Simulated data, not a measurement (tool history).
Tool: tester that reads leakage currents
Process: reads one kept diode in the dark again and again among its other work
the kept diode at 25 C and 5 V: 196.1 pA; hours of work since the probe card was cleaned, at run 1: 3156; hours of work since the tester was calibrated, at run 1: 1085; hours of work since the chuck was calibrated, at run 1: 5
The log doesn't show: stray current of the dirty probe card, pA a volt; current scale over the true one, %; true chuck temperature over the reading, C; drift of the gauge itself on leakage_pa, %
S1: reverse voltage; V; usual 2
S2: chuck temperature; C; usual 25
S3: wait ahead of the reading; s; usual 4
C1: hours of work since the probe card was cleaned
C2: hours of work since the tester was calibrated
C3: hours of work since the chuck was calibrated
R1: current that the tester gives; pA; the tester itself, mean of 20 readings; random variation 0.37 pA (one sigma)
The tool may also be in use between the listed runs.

run    hour    S1  S2    S3    C1    C2    C3       R1
  1       0     2  25     4  3156  1085     5   121.95
       30.6  -- probe card cleaned and baked
  2    35.7     2  25  6.75     4  1108    28   120.78
  3    76.5     2  25     4    32  1136    57   119.87
  4   121.7  2.77  25     4    64  1168    88   142.97
  5   157.4     2  21     4    89  1193   113    87.28
  6   204.9     2  25     4   122  1226   147   119.03
  7   261.8     2  25     4   162  1266   187   118.12
  8   300.3     2  25     4   189  1293   214   117.07
  9     345     2  41     4   220  1324   245   385.34
 10   403.4     2  41     4   261  1365   286   382.09
 11   458.3     2  41     4   300  1404   324   378.54
 12   489.9     2  41     4   322  1426   346   379.36
 13   530.5     2  33     4   350  1454   375   211.39
 14   567.4     2  33   9.8   376  1480   401   211.16
 15   626.5     2  25  6.62   418  1522   442   113.38
 16   663.5     2  25  6.62   443  1547   468   112.47
 17   712.1     2  25  6.62   478  1582   502   112.27
 18   754.7     2  25  8.87   507  1611   532   111.75
 19   794.2     2  25  2.15   535  1639   560   111.36
 20   822.9     2  24     4   555  1659   580   102.38
 21   878.9     2  24     4   594  1698   619   102.16
 22   910.9     2  23  1.12   617  1721   641    93.89
 23   940.2  4.08  25  4.58   637  1741   662      159
 24   985.4  4.08  25  4.58   669  1773   694   158.26
 25  1009.7  7.52  51  1.56   686  1790   711  1430.55
 26  1052.3  7.52  42  0.37   716  1820   740   773.33
 27  1076.7  6.66  34  1.93   733  1837   758   405.69
 28  1135.3     2  25  1.12   774  1878   799   106.88
 29  1165.5     2  25  3.33   795  1899   820   107.11
 30  1216.1  6.87  38  0.93   831  1935   855    542.1
 31  1259.4  1.71  29  0.93   861  1965   886   132.54
 32  1305.2  1.71  29  0.93   893  1997   918    132.6
 33  1333.7  1.71  29  0.93   913  2017   938    131.5
 34  1362.6  1.71  29  0.93   933  2037   958   131.78
 35  1395.4  9.95  47  0.43   956  2060   981  1227.64
 36  1447.1  1.71  57  1.17   993  2097  1017   942.34
     1454.3  -- chuck's temperature calibrated
 37  1476.2     2  25  0.73  1012  2116    15   121.57
 38  1513.7     2  24  1.16  1038  2142    42   112.32
 39    1572  1.18  24  1.16  1079  2183    83    84.02

Hidden state or all else? Some run-to-run changes of R1, split into what the settings, what came in and random variation would give without the hidden state, and what is left for the hidden state (with any gauge scatter that isn't in both results):
Run 24 -> 25: S1 4.08 -> 7.52, S2 25 -> 51, S3 4.58 -> 1.56. R1 +1272.29 pA: hidden state -123.69, all else +1395.98.
Run 34 -> 35: S1 1.71 -> 9.95, S2 29 -> 47, S3 0.93 -> 0.43. R1 +1095.86 pA: hidden state -156.25, all else +1252.11.
Run 36 -> 37: S1 1.71 -> 2, S2 57 -> 25, S3 1.17 -> 0.73, chuck's temperature calibrated. R1 -820.77 pA: hidden state +133.94, all else -954.71.
